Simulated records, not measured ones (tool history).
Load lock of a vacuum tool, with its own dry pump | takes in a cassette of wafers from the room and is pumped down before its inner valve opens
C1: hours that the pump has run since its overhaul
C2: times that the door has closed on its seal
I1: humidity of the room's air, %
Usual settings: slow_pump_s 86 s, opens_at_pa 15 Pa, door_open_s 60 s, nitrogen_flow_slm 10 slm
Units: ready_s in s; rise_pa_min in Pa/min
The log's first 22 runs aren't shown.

run 23 hour=10471.6 | slow_pump_s=72 opens_at_pa=10 door_open_s=206 nitrogen_flow_slm=16 | C1=6803 C2=39089 | I1=40.9 | ready_s=121.6 rise_pa_min=0.643
run 24 hour=11005 | slow_pump_s=72 opens_at_pa=10 door_open_s=27 nitrogen_flow_slm=5 | C1=7336 C2=40311 | I1=46.4 | ready_s=124.9 rise_pa_min=0.669
run 25 hour=11336.3 | slow_pump_s=114 opens_at_pa=10 door_open_s=27 nitrogen_flow_slm=21 | C1=7668 C2=41070 | I1=44.9 | ready_s=158.4 rise_pa_min=0.678
run 26 hour=11690.6 | slow_pump_s=114 opens_at_pa=10 door_open_s=27 nitrogen_flow_slm=21 | C1=8022 C2=41882 | I1=46.3 | ready_s=159.3 rise_pa_min=0.697
run 27 hour=12261.1 | slow_pump_s=54 opens_at_pa=12 door_open_s=27 nitrogen_flow_slm=21 | C1=8593 C2=43189 | I1=43.3 | ready_s=109.6 rise_pa_min=0.733
-- hour=12363.4 door's seal changed, seat wiped
run 28 hour=12855.3 | slow_pump_s=95 opens_at_pa=20 door_open_s=30 nitrogen_flow_slm=5 | C1=9185 C2=1126 | I1=44 | ready_s=139.2 rise_pa_min=0.034
run 29 hour=13503.8 | slow_pump_s=124 opens_at_pa=10 door_open_s=59 nitrogen_flow_slm=23 | C1=9834 C2=2612 | I1=40.7 | ready_s=166.1 rise_pa_min=0.036
run 30 hour=14068.3 | slow_pump_s=105 opens_at_pa=15 door_open_s=91 nitrogen_flow_slm=10 | C1=10398 C2=3905 | I1=44.8 | ready_s=147.4 rise_pa_min=0.056
run 31 hour=14463.8 | slow_pump_s=170 opens_at_pa=21 door_open_s=56 nitrogen_flow_slm=9 | C1=10794 C2=4811 | I1=43.2 | ready_s=201.9 rise_pa_min=0.052
-- hour=14554.5 dry pump taken out, an overhauled one fitted
run 32 hour=14793.3 | slow_pump_s=86 opens_at_pa=16 door_open_s=151 nitrogen_flow_slm=11 | C1=239 C2=5552 | I1=45.5 | ready_s=127.9 rise_pa_min=0.083
run 33 hour=15277.3 | slow_pump_s=86 opens_at_pa=16 door_open_s=151 nitrogen_flow_slm=11 | C1=723 C2=6661 | I1=43.4 | ready_s=128.9 rise_pa_min=0.081
run 34 hour=15878.8 | slow_pump_s=105 opens_at_pa=15 door_open_s=60 nitrogen_flow_slm=10 | C1=1324 C2=8039 | I1=43.6 | ready_s=146.4 rise_pa_min=0.087
run 35 hour=16448.2 | slow_pump_s=105 opens_at_pa=10 door_open_s=71 nitrogen_flow_slm=10 | C1=1894 C2=9343 | I1=46.5 | ready_s=147.5 rise_pa_min=0.097

5 ways to go on from here, each from the tool as it stands after run 35. What would each give?
run A hour=16806.8 | slow_pump_s=105 opens_at_pa=13 door_open_s=103 nitrogen_flow_slm=10 | C1=2252 C2=10165 | I1=46.7 | ready_s=? rise_pa_min=?
run B hour=16806.8 | slow_pump_s=121 opens_at_pa=16 door_open_s=60 nitrogen_flow_slm=14 | C1=2252 C2=10165 | I1=44.2 | ready_s=? rise_pa_min=?
run C hour=16806.8 | slow_pump_s=82 opens_at_pa=22 door_open_s=60 nitrogen_flow_slm=5 | C1=2252 C2=10165 | I1=45.8 | ready_s=? rise_pa_min=?
run D hour=16806.8 | slow_pump_s=105 opens_at_pa=10 door_open_s=71 nitrogen_flow_slm=5 | C1=2252 C2=10165 | I1=45 | ready_s=? rise_pa_min=?
run E hour=16806.8 | slow_pump_s=130 opens_at_pa=10 door_open_s=156 nitrogen_flow_slm=16 | C1=2252 C2=10165 | I1=44.2 | ready_s=? rise_pa_min=?

run=A ready_s=146.2 rise_pa_min=0.105
run=B ready_s=158.2 rise_pa_min=0.099
run=C ready_s=124.2 rise_pa_min=0.11
run=D ready_s=148.8 rise_pa_min=0.107
run=E ready_s=169.7 rise_pa_min=0.109
Without the tool's hidden state the same runs would have given:
run=A ready_s=144.6 rise_pa_min=0.031
run=B ready_s=156.7 rise_pa_min=0.023
run=C ready_s=122.6 rise_pa_min=0.035
run=D ready_s=147 rise_pa_min=0.032
run=E ready_s=168.2 rise_pa_min=0.034

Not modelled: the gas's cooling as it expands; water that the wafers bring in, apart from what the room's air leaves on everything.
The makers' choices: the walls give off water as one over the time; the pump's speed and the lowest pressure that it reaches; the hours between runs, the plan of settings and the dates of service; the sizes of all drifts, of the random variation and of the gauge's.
